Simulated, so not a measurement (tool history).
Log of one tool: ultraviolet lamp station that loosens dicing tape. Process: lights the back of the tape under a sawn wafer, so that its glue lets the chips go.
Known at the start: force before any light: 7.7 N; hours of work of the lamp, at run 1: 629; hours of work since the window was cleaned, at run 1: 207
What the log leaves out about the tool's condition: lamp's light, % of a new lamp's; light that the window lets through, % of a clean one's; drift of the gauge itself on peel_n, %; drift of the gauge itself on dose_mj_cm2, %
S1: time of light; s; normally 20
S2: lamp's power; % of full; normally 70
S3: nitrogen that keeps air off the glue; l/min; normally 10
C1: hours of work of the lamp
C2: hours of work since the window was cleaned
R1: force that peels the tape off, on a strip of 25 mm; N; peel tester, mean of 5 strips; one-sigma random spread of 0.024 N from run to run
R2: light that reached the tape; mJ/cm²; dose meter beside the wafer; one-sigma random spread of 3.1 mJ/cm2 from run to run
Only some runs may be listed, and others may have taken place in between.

run 1 day=0.000 | S1=20 S2=70 S3=10 | C1=629 C2=207 | R1=1.573 R2=384
run 2 day=1.558 | S1=20 S2=70 S3=10 | C1=650 C2=228 | R1=1.659 R2=378
run 3 day=3.008 | S1=20 S2=70 S3=10 | C1=669 C2=247 | R1=1.629 R2=379
run 4 day=4.179 | S1=20 S2=70 S3=10 | C1=685 C2=263 | R1=1.613 R2=372
run 5 day=5.583 | S1=20 S2=70 S3=6 | C1=704 C2=282 | R1=2.035 R2=366
run 6 day=6.238 | S1=20 S2=70 S3=6 | C1=712 C2=291 | R1=2.059 R2=370
run 7 day=7.396 | S1=20 S2=70 S3=6 | C1=728 C2=306 | R1=2.040 R2=374
run 8 day=8.379 | S1=20 S2=70 S3=6 | C1=741 C2=319 | R1=2.058 R2=366
run 9 day=9.908 | S1=13 S2=80 S3=4 | C1=762 C2=340 | R1=3.339 R2=273
run 10 day=11.138 | S1=11 S2=70 S3=7 | C1=778 C2=356 | R1=3.598 R2=195
-- day=12.229 window cleaned of glue's vapour
run 11 day=12.479 | S1=18 S2=89 S3=9 | C1=796 C2=3 | R1=1.353 R2=432
run 12 day=13.983 | S1=25 S2=99 S3=12 | C1=816 C2=24 | R1=0.523 R2=663
run 13 day=15.183 | S1=10 S2=72 S3=10 | C1=832 C2=40 | R1=3.464 R2=195

Run 14 comes next. What will it give?
run 14 day=16.175 | S1=10 S2=72 S3=10 | C1=846 C2=53 | R1=? R2=?

{"run 14": {"R1": 3.313, "R2": 191}}
Were there no unlogged condition in the tool, this run, its random variation unchanged, would have produced R1 2.731 N, R2 238 mJ/cm².
